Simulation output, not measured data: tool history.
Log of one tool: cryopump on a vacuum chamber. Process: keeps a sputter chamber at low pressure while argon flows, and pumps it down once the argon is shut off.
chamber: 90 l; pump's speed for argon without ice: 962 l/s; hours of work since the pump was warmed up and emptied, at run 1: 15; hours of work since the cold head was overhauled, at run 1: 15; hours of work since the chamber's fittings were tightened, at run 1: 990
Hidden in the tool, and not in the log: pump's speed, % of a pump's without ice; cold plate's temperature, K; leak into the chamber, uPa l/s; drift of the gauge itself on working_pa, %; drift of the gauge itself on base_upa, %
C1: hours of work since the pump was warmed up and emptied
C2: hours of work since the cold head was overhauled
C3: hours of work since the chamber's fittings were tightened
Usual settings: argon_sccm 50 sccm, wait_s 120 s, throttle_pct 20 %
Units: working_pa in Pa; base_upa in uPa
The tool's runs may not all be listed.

{"run": 1, "day": 0.0, "argon_sccm": 50, "wait_s": 120, "throttle_pct": 20, "C1": 15, "C2": 15, "C3": 990, "working_pa": 0.4374, "base_upa": 2.96}
{"run": 2, "day": 0.754, "argon_sccm": 50, "wait_s": 120, "throttle_pct": 20, "C1": 25, "C2": 25, "C3": 999, "working_pa": 0.437, "base_upa": 2.85}
{"run": 3, "day": 2.05, "argon_sccm": 50, "wait_s": 120, "throttle_pct": 20, "C1": 41, "C2": 41, "C3": 1015, "working_pa": 0.4413, "base_upa": 2.99}
{"run": 4, "day": 2.708, "argon_sccm": 50, "wait_s": 120, "throttle_pct": 27, "C1": 49, "C2": 49, "C3": 1023, "working_pa": 0.3274, "base_upa": 3.06}
{"run": 5, "day": 3.604, "argon_sccm": 50, "wait_s": 120, "throttle_pct": 20, "C1": 60, "C2": 60, "C3": 1034, "working_pa": 0.4382, "base_upa": 3.02}
{"run": 6, "day": 5.121, "argon_sccm": 50, "wait_s": 58, "throttle_pct": 20, "C1": 78, "C2": 78, "C3": 1053, "working_pa": 0.4461, "base_upa": 3.99}
{"run": 7, "day": 6.496, "argon_sccm": 50, "wait_s": 58, "throttle_pct": 20, "C1": 95, "C2": 95, "C3": 1070, "working_pa": 0.4418, "base_upa": 3.92}
{"day": 7.467, "done": "leaking fittings of the chamber tightened, without venting"}
{"run": 8, "day": 7.879, "argon_sccm": 50, "wait_s": 277, "throttle_pct": 20, "C1": 111, "C2": 111, "C3": 5, "working_pa": 0.4426, "base_upa": 0.7}
{"run": 9, "day": 9.096, "argon_sccm": 50, "wait_s": 277, "throttle_pct": 20, "C1": 126, "C2": 126, "C3": 20, "working_pa": 0.4438, "base_upa": 0.74}
{"run": 10, "day": 10.546, "argon_sccm": 50, "wait_s": 84, "throttle_pct": 24, "C1": 144, "C2": 144, "C3": 38, "working_pa": 0.3747, "base_upa": 1.61}
{"run": 11, "day": 11.479, "argon_sccm": 50, "wait_s": 84, "throttle_pct": 24, "C1": 155, "C2": 155, "C3": 49, "working_pa": 0.3712, "base_upa": 1.59}
{"run": 12, "day": 12.183, "argon_sccm": 92, "wait_s": 120, "throttle_pct": 20, "C1": 164, "C2": 164, "C3": 58, "working_pa": 0.8212, "base_upa": 1.3}
{"run": 13, "day": 13.225, "argon_sccm": 50, "wait_s": 120, "throttle_pct": 20, "C1": 177, "C2": 177, "C3": 71, "working_pa": 0.4468, "base_upa": 1.33}
{"run": 14, "day": 14.683, "argon_sccm": 50, "wait_s": 57, "throttle_pct": 33, "C1": 195, "C2": 195, "C3": 89, "working_pa": 0.2723, "base_upa": 2.32}
{"run": 15, "day": 15.296, "argon_sccm": 50, "wait_s": 57, "throttle_pct": 33, "C1": 202, "C2": 202, "C3": 96, "working_pa": 0.2722, "base_upa": 2.35}
{"run": 16, "day": 16.571, "argon_sccm": 33, "wait_s": 64, "throttle_pct": 56, "C1": 218, "C2": 218, "C3": 112, "working_pa": 0.1092, "base_upa": 2.1}
{"run": 17, "day": 17.338, "argon_sccm": 33, "wait_s": 64, "throttle_pct": 56, "C1": 227, "C2": 227, "C3": 121, "working_pa": 0.1086, "base_upa": 2.08}
{"run": 18, "day": 18.246, "argon_sccm": 31, "wait_s": 120, "throttle_pct": 15, "C1": 238, "C2": 238, "C3": 132, "working_pa": 0.3681, "base_upa": 1.37}

Hidden state at the last listed run before each entry between runs and at the first one after, where it differs:
Between runs 7 and 8: leaking fittings of the chamber tightened, without venting (day 7.467)
  pump's speed, % of a pump's without ice: 96.8 -> 96.3; cold plate's temperature, K: 12.41 -> 12.42; leak into the chamber, uPa l/s: 2091 -> 320
  measured less the result without the state, working_pa: +0.0036 -> +0.0041 Pa; base_upa: +1.9 -> +0.03 uPa
